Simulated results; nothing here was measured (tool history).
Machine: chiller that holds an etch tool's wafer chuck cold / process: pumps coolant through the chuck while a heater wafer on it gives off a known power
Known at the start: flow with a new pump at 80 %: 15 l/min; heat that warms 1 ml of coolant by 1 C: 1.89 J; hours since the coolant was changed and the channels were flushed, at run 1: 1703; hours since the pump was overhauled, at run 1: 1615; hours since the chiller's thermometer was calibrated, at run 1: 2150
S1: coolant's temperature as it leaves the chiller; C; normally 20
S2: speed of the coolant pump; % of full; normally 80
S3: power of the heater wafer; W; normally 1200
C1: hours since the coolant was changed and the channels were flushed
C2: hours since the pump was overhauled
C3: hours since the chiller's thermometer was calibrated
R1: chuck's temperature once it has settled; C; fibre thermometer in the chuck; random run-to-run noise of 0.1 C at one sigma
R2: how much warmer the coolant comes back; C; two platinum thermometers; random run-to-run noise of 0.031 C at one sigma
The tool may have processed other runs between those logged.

run 1 hour=0.0 | S1=20 S2=80 S3=1200 | C1=1703 C2=1615 C3=2150 | R1=32.8 R2=2.63
run 2 hour=78.0 | S1=20 S2=80 S3=1200 | C1=1781 C2=1693 C3=2228 | R1=33.2 R2=2.68
run 3 hour=149.9 | S1=20 S2=61 S3=1200 | C1=1853 C2=1765 C3=2300 | R1=36.1 R2=3.52
run 4 hour=245.4 | S1=20 S2=79 S3=1200 | C1=1949 C2=1861 C3=2395 | R1=33.3 R2=2.74
run 5 hour=289.5 | S1=20 S2=80 S3=1200 | C1=1993 C2=1905 C3=2439 | R1=33.2 R2=2.71
run 6 hour=386.7 | S1=20 S2=80 S3=1200 | C1=2090 C2=2002 C3=2536 | R1=33.5 R2=2.73
run 7 hour=431.8 | S1=20 S2=80 S3=1200 | C1=2135 C2=2047 C3=2581 | R1=33.4 R2=2.76
run 8 hour=520.0 | S1=20 S2=80 S3=1200 | C1=2223 C2=2135 C3=2670 | R1=33.6 R2=2.75
run 9 hour=596.7 | S1=20 S2=80 S3=1200 | C1=2300 C2=2212 C3=2746 | R1=33.7 R2=2.81
run 10 hour=647.8 | S1=20 S2=80 S3=1200 | C1=2351 C2=2263 C3=2797 | R1=33.6 R2=2.73
run 11 hour=717.9 | S1=20 S2=80 S3=1200 | C1=2421 C2=2333 C3=2868 | R1=33.7 R2=2.74
run 12 hour=794.2 | S1=20 S2=80 S3=1200 | C1=2497 C2=2409 C3=2944 | R1=33.7 R2=2.72
run 13 hour=867.4 | S1=20 S2=80 S3=1200 | C1=2571 C2=2483 C3=3017 | R1=33.9 R2=2.78
run 14 hour=941.8 | S1=20 S2=80 S3=1200 | C1=2645 C2=2557 C3=3092 | R1=33.9 R2=2.74
run 15 hour=1011.1 | S1=28 S2=80 S3=1200 | C1=2714 C2=2626 C3=3161 | R1=42.1 R2=2.81
run 16 hour=1090.7 | S1=20 S2=81 S3=1200 | C1=2794 C2=2706 C3=3240 | R1=33.9 R2=2.75
run 17 hour=1182.2 | S1=20 S2=87 S3=1794 | C1=2885 C2=2797 C3=3332 | R1=39.8 R2=3.80
-- hour=1187.6 chiller's thermometer calibrated
-- hour=1228.4 coolant changed, channels flushed
run 18 hour=1234.2 | S1=24 S2=86 S3=1794 | C1=6 C2=2842 C3=41 | R1=42.4 R2=3.92
run 19 hour=1299.5 | S1=24 S2=86 S3=1794 | C1=71 C2=2908 C3=106 | R1=42.6 R2=3.92
run 20 hour=1366.9 | S1=24 S2=64 S3=861 | C1=139 C2=2975 C3=173 | R1=35.2 R2=2.53
run 21 hour=1462.9 | S1=24 S2=64 S3=861 | C1=234 C2=3071 C3=269 | R1=35.3 R2=2.47
run 22 hour=1518.2 | S1=24 S2=72 S3=702 | C1=290 C2=3126 C3=325 | R1=32.6 R2=1.83
-- hour=1558.1 chiller's thermometer calibrated, once more
run 23 hour=1585.0 | S1=24 S2=72 S3=702 | C1=356 C2=3192 C3=27 | R1=32.2 R2=1.87
run 24 hour=1654.4 | S1=28 S2=80 S3=1268 | C1=425 C2=3262 C3=96 | R1=41.8 R2=3.04
run 25 hour=1732.1 | S1=19 S2=73 S3=636 | C1=503 C2=3339 C3=174 | R1=26.4 R2=1.62
run 26 hour=1784.6 | S1=15 S2=80 S3=1200 | C1=555 C2=3392 C3=226 | R1=28.0 R2=2.90
run 27 hour=1873.6 | S1=14 S2=84 S3=696 | C1=644 C2=3481 C3=315 | R1=21.4 R2=1.62
run 28 hour=1920.2 | S1=14 S2=70 S3=1002 | C1=691 C2=3527 C3=362 | R1=26.0 R2=2.70
run 29 hour=2021.1 | S1=10 S2=67 S3=739 | C1=792 C2=3628 C3=463 | R1=19.4 R2=2.10
run 30 hour=2078.8 | S1=20 S2=62 S3=1200 | C1=849 C2=3686 C3=521 | R1=36.0 R2=3.75
run 31 hour=2176.4 | S1=18 S2=62 S3=931 | C1=947 C2=3784 C3=618 | R1=30.6 R2=2.94

Selected run-to-run steps in R1, each split into two signed amounts: the part the tool would show with no hidden state at all (from settings, incoming material and random variation), and the remainder, which goes to the hidden state together with any gauge scatter not common to the measured and the hidden-state-free results:
The hidden state here: heat passed by the chuck's channels, % of clean ones'; flow at a given pump speed, % of a new pump's; coolant's true temperature over the reading, C; drift of the gauge itself on chuck_c, C; drift of the gauge itself on warmer_back_c, C.
Run 16 -> 17: S2 81 -> 87, S3 1200 -> 1794. R1 +5.9 C: hidden state +0.9, all else +5.0.
Run 17 -> 18: S1 20 -> 24, S2 87 -> 86, chiller's thermometer calibrated, coolant changed, channels flushed. R1 +2.6 C: hidden state -1.4, all else +4.0.
Run 23 -> 24: S1 24 -> 28, S2 72 -> 80, S3 702 -> 1268. R1 +9.6 C: hidden state +0.6, all else +9.0.
Run 24 -> 25: S1 28 -> 19, S2 80 -> 73, S3 1268 -> 636. R1 -15.4 C: hidden state -0.5, all else -14.9.
Run 29 -> 30: S1 10 -> 20, S2 67 -> 62, S3 739 -> 1200. R1 +16.6 C: hidden state +0.7, all else +15.9.
